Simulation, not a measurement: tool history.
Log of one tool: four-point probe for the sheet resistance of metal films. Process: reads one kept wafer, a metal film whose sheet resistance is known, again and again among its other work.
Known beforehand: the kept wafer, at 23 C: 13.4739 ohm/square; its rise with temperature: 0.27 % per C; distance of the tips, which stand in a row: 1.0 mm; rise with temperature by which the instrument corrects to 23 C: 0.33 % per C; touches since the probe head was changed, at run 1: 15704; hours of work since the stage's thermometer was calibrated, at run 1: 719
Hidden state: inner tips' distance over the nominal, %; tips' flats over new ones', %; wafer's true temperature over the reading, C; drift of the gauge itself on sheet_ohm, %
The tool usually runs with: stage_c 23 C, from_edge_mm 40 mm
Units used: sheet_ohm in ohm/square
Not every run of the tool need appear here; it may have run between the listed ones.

run	hour	stage_c	from_edge_mm	touches since the probe head was changed	hours of work since the stage's thermometer was calibrated	sheet_ohm
1	0.0	23	40	15704	719	13.479364
2	59.8	23	40	18364	759	13.482558
3	177.5	23	40	23602	838	13.476028
4	279.6	23	40	28146	907	13.479588
5	384.0	23	40	32789	977	13.483820
6	504.5	23	40	38151	1057	13.485131
7	576.1	23	40	41336	1105	13.478187
8	646.7	27	40	44480	1153	13.448357
9	708.1	27	40	47209	1194	13.448497
10	760.6	27	40	49545	1229	13.445698
11	830.2	23	14	52643	1276	13.508083
12	893.5	23	14	55459	1318	13.516335

Expected results for the next run?
13	1016.8	22	18	60944	1401	?

{"run 13": {"sheet_ohm": 13.507281}}
The same run, on a tool lacking any hidden state, would have yielded sheet_ohm 13.505938 ohm/square.
